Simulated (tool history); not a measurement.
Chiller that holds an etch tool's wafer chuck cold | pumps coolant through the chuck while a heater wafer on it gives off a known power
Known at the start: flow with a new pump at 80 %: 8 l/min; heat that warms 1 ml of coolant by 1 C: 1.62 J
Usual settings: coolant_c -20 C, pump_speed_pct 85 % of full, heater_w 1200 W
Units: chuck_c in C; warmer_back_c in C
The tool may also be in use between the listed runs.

run,hour,coolant_c,pump_speed_pct,heater_w,chuck_c,warmer_back_c
1,0,-20,85,1200,-11.04,5.17
2,31.1,-20,85,1200,-11.13,5.19
3,73.5,-20,85,1200,-11.04,5.23
4,119.9,-20,85,1200,-11.07,5.2
5,160.7,-20,85,1200,-11,5.19
6,196.4,-20,85,1200,-11.08,5.19
7,243.7,-20,85,1200,-11.06,5.25
8,281.6,-20,85,1200,-11.08,5.28
9,313.2,-20,70,1200,-9.71,6.39
10,360.6,-20,70,1200,-9.77,6.44
11,405,-20,70,1200,-9.73,6.39
12,454.4,-20,97,1200,-12.01,4.55
13,477.2,-20,97,1200,-11.83,4.52
14,515.8,-20,97,1200,-11.85,4.58
15,545.4,-20,97,1200,-11.87,4.52
16,588.9,-16,99,816,-10.53,2.98
17,617.7,-26,89,1741,-13.53,7.18
18,639.2,-20,85,1194,-11.07,5.21
19,691,-27,85,1194,-18.16,5.16
20,713.6,-27,73,1345,-15.77,6.87
21,750.9,-27,85,1090,-18.92,4.71
22,803.5,-20,96,889,-13.96,3.41
23,842.5,-19,85,1471,-8.05,6.4
24,884.7,-12,85,826,-5.76,3.59
25,932.5,-17,70,1501,-4.1,8.04
26,976.7,-17,70,1501,-4.12,8.01
27,1020.8,-15,85,1473,-3.96,6.37

Forecast each of these 3 alternatives for the next run:
A,1056.5,-28,84,1276,?,?
B,1056.5,-18,85,1246,?,?
C,1056.5,-13,66,944,?,?

run,chuck_c,warmer_back_c
A,-18.4,5.6
B,-8.68,5.36
C,-4.51,5.33
Without the tool's hidden state the same runs would have given:
run,chuck_c,warmer_back_c
A,-18.4,5.6
B,-8.68,5.36
C,-4.51,5.33
